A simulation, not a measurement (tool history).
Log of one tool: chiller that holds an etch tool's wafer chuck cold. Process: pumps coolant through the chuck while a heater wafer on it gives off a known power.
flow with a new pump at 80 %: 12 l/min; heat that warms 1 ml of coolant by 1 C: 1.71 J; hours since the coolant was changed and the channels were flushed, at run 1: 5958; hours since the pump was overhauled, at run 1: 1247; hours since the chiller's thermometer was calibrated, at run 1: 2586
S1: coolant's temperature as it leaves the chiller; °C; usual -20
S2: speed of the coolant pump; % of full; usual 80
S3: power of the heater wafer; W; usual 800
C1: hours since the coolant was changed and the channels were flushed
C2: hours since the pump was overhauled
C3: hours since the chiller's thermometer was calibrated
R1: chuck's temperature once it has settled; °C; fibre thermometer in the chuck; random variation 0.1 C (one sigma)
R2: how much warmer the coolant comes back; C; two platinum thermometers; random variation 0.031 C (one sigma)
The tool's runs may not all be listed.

run	hour	S1	S2	S3	C1	C2	C3	R1	R2
1	0	-20	80	800	5958	1247	2586	-13.6	2.37
2	65.6	-20	80	800	6024	1312	2651	-13.7	2.36
3	156.9	-20	80	800	6115	1404	2743	-13.5	2.35
4	247.2	-20	80	800	6206	1494	2833	-13.6	2.38
5	293.2	-20	80	800	6252	1540	2879	-13.8	2.32
6	368.4	-20	80	984	6327	1615	2954	-12.2	2.91
7	454.4	-20	83	403	6413	1701	3040	-16.7	1.17
# hour 465.6: coolant pump overhauled
8	513.1	-20	99	434	6466	48	3094	-16.7	1.03
9	580.9	-20	99	479	6534	115	3162	-16.5	1.08
10	644.1	-24	73	622	6597	179	3225	-18.6	2.04
11	701.5	-10	85	447	6655	236	3282	-6.3	1.24
# hour 755.3: coolant pump overhauled, once more
12	767.9	-10	85	447	6716	13	3344	-6.5	1.21

Forecast each of these 3 alternatives for the next run:
A	816.7	-10	85	485	6765	61	3392	?	?
B	816.7	-10	85	427	6765	61	3392	?	?
C	816.7	-10	85	463	6765	61	3392	?	?

run	R1	R2
A	-6.2	1.35
B	-6.5	1.19
C	-6.2	1.29
Without the tool's hidden state the same runs would have given:
run	R1	R2
A	-7	1.35
B	-7.2	1.2
C	-6.9	1.29
